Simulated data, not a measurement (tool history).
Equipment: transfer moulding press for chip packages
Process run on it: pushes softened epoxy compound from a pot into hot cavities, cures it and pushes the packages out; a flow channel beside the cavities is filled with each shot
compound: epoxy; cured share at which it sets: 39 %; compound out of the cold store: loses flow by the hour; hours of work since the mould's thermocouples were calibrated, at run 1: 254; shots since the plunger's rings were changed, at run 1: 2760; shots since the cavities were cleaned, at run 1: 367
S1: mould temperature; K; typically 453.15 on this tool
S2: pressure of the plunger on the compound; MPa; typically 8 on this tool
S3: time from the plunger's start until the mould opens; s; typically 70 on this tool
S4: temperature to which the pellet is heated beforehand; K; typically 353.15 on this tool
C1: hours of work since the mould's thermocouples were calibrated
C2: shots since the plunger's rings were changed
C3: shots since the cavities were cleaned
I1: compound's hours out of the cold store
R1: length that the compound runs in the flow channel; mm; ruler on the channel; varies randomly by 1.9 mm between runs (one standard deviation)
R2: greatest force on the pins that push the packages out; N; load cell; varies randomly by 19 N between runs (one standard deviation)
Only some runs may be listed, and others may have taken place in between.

run     day      S1    S2  S3      S4   C1    C2    C3    I1   R1    R2
  1       0  453.15     8  70  353.15  254  2760   367    27  677  1275
  2   1.908  453.15     8  70  360.15  272  3260   867    14  713  1589
      2.871  -- cavities cleaned with cleaning compound and waxed
  3   4.312  453.15     8  70  360.15  295  3875   378  24.5  679  1252
  4   6.825  453.15     8  70  360.15  320  4534  1037  19.7  686  1614
      7.175  -- cavities cleaned with cleaning compound and waxed
  5   9.554  461.15     8  70  360.15  347  5233   624  24.9  652   899
  6  11.208  461.15     8  70  360.15  363  5667  1058  41.3  610   953
     11.525  -- cavities cleaned with cleaning compound and waxed
  7    12.9  461.15     8  70  358.15  379  6094   360  19.6  665   782
  8  15.496  453.15  8.05  70  353.15  405  6775  1041  30.6  648  1545
     15.804  -- cavities cleaned with cleaning compound and waxed
     16.558  -- plunger's sealing rings changed
  9  18.329  453.15     8  70  353.15  431   464   635  34.2  666  1390
     20.242  -- cavities cleaned with cleaning compound and waxed
 10   21.25  453.15  9.28  70  353.15  459  1213   264    31  722  1138
 11   23.25  457.15  9.28  70  353.15  479  1739   790  47.3  664  1069
     24.512  -- cavities cleaned with cleaning compound and waxed
 12  25.633  453.15     8  70  353.15  502  2347   294  41.2  638  1125
 13  27.542  453.15     8  70  353.15  520  2847   794  15.7  703  1568
     28.858  -- cavities cleaned with cleaning compound and waxed
 14  29.429  453.15  7.22  70  353.15  538  3327   150  41.2  599   967
 15  32.233  453.15  7.22  82  343.15  566  4062   885  37.1  609  1027
     33.158  -- cavities cleaned with cleaning compound and waxed
 16   33.65  452.15  7.22  67  343.15  579  4417   129   9.4  683  1377

Expected results for the next run?
     34.525  -- mould's thermocouples calibrated
 17  35.888  451.15  7.22  67  343.15  13  4982  694  35   ?   ?

Run 17 came out at R1 613 mm, R2 1868 N.
With the hidden condition absent and the run-to-run variation left alone, this run would have shown R1 640 mm, R2 1143 N.
